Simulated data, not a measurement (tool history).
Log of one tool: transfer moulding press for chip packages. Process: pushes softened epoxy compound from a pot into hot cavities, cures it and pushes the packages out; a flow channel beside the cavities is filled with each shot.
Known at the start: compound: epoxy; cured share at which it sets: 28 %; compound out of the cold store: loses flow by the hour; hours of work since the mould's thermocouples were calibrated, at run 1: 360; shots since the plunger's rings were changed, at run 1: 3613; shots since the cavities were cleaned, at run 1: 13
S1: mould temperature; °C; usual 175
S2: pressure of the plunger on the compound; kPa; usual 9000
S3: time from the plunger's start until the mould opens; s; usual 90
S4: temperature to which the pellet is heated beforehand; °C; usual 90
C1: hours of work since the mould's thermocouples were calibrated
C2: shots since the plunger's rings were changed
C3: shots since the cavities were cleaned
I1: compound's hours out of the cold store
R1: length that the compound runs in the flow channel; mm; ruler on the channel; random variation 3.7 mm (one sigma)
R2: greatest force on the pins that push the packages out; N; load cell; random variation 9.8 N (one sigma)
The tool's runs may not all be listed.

Run 1, day 0.000: usual settings; C1 360; C2 3613; C3 13; I1 32.9. Result: R1 626 mm, R2 460 N.
At day 0.838: plunger's sealing rings changed.
Run 2, day 1.962: usual settings but S3 99 s; C1 383; C2 289; C3 491; I1 12.8. Result: R1 718 mm, R2 420 N.
At day 2.838: cavities cleaned with cleaning compound and waxed.
Run 3, day 4.246: usual settings but S3 99 s; C1 410; C2 860; C3 363; I1 41.2. Result: R1 578 mm, R2 408 N.
At day 5.454: cavities cleaned with cleaning compound and waxed.
Run 4, day 5.642: usual settings but S3 125 s; C1 426; C2 1202; C3 48; I1 30.0. Result: R1 637 mm, R2 409 N.
Run 5, day 6.821: usual settings but S3 93 s; C1 440; C2 1505; C3 351; I1 40.6. Result: R1 585 mm, R2 424 N.
At day 8.204: cavities cleaned with cleaning compound and waxed.
Run 6, day 9.404: usual settings but S3 72 s; C1 470; C2 2153; C3 309; I1 32.9. Result: R1 618 mm, R2 600 N.
At day 10.983: cavities cleaned with cleaning compound and waxed.
Run 7, day 11.196: usual settings but S3 72 s; C1 491; C2 2597; C3 55; I1 14.2. Result: R1 724 mm, R2 633 N.
Run 8, day 13.446: usual settings but S3 72 s; C1 518; C2 3176; C3 634; I1 25.7. Result: R1 655 mm, R2 627 N.
At day 13.683: cavities cleaned with cleaning compound and waxed.
At day 15.275: mould's thermocouples calibrated.
At day 16.154: plunger's sealing rings changed.
Run 9, day 16.167: usual settings but S3 72 s; C1 10; C2 4; C3 591; I1 17.3. Result: R1 706 mm, R2 632 N.
At day 16.621: cavities cleaned with cleaning compound and waxed.
Run 10, day 18.425: usual settings but S3 93 s; C1 36; C2 567; C3 463; I1 43.5. Result: R1 568 mm, R2 422 N.
At day 19.275: cavities cleaned with cleaning compound and waxed.
Run 11, day 19.992: usual settings but S3 93 s; C1 54; C2 954; C3 185; I1 35.5. Result: R1 611 mm, R2 443 N.
Run 12, day 21.375: usual settings but S3 93 s; C1 71; C2 1309; C3 540; I1 22.1. Result: R1 671 mm, R2 436 N.
At day 21.983: cavities cleaned with cleaning compound and waxed.
Run 13, day 22.733: usual settings but S3 93 s; C1 87; C2 1642; C3 193; I1 32.3. Result: R1 624 mm, R2 440 N.
Run 14, day 24.246: usual settings but S3 93 s; C1 105; C2 2031; C3 582; I1 16.3. Result: R1 713 mm, R2 444 N.
At day 24.717: cavities cleaned with cleaning compound and waxed.
Run 15, day 25.912: usual settings but S1 176 °C, S2 9870 kPa, S3 93 s; C1 124; C2 2443; C3 307; I1 34.4. Result: R1 639 mm, R2 406 N.
Run 16, day 27.162: usual settings but S1 178 °C, S2 10780 kPa, S3 74 s; C1 139; C2 2764; C3 628; I1 47.3. Result: R1 596 mm, R2 467 N.
At day 27.388: cavities cleaned with cleaning compound and waxed.
Run 17, day 29.579: usual settings but S1 170 °C, S2 7320 kPa, S3 88 s, S4 95 °C; C1 168; C2 3369; C3 563; I1 33.0. Result: R1 572 mm, R2 538 N.
At day 30.046: cavities cleaned with cleaning compound and waxed.
Run 18, day 30.971: usual settings but S1 170 °C, S2 7320 kPa, S3 88 s, S4 95 °C; C1 184; C2 3711; C3 238; I1 36.8. Result: R1 552 mm, R2 541 N.
At day 31.433: plunger's sealing rings changed.
At day 32.800: cavities cleaned with cleaning compound and waxed.
Run 19, day 32.883: usual settings but S3 123 s; C1 205; C2 356; C3 21; I1 33.0. Result: R1 616 mm, R2 406 N.
At day 35.517: cavities cleaned with cleaning compound and waxed.
Run 20, day 35.658: usual settings but S3 122 s, S4 95 °C; C1 238; C2 1053; C3 36; I1 11.3. Result: R1 728 mm, R2 406 N.
Run 21, day 37.646: usual settings but S1 183 °C, S3 122 s, S4 99 °C; C1 262; C2 1564; C3 547; I1 40.7. Result: R1 561 mm, R2 414 N.
At day 38.250: cavities cleaned with cleaning compound and waxed.
Run 22, day 40.317: usual settings but S1 176 °C, S3 78 s, S4 95 °C; C1 293; C2 2233; C3 530; I1 34.8. Result: R1 607 mm, R2 493 N.
At day 41.083: cavities cleaned with cleaning compound and waxed.
Run 23, day 42.271: usual settings but S1 173 °C, S2 9910 kPa; C1 316; C2 2720; C3 306; I1 25.0. Result: R1 697 mm, R2 481 N.
At day 43.883: cavities cleaned with cleaning compound and waxed.
Run 24, day 43.979: usual settings but S2 7330 kPa, S3 95 s, S4 87 °C; C1 336; C2 3143; C3 25; I1 21.7. Result: R1 610 mm, R2 427 N.
Run 25, day 45.771: usual settings but S1 182 °C, S2 8970 kPa, S3 91 s, S4 97 °C; C1 358; C2 3603; C3 485; I1 37.5. Result: R1 581 mm, R2 428 N.
At day 46.492: cavities cleaned with cleaning compound and waxed.
At day 46.854: plunger's sealing rings changed.
Run 26, day 48.367: usual settings but S1 182 °C, S2 8970 kPa, S3 91 s, S4 97 °C; C1 387; C2 388; C3 454; I1 32.9. Result: R1 605 mm, R2 421 N.
At day 49.329: cavities cleaned with cleaning compound and waxed.
Run 27, day 50.225: usual settings but S2 8360 kPa, S4 98 °C; C1 409; C2 850; C3 230; I1 36.3. Result: R1 580 mm, R2 437 N.

3 ways to go on from here, each from the tool as it stands after run 27. What would each give?
Run A, day 51.567: usual settings but S1 171 °C, S2 10120 kPa, S4 94 °C; C1 425; C2 1194; C3 574; I1 12.0. Result: R1 ?, R2 ?.
Run B, day 51.567: usual settings but S1 174 °C; C1 425; C2 1194; C3 574; I1 27.5. Result: R1 ?, R2 ?.
Run C, day 51.567: usual settings but S2 10790 kPa, S3 95 s; C1 425; C2 1194; C3 574; I1 16.7. Result: R1 ?, R2 ?.

run   R1   R2
  A  784  545
  B  649  456
  C  770  437
Without the tool's hidden state the same runs would have given:
run   R1   R2
  A  784  539
  B  650  451
  C  771  432
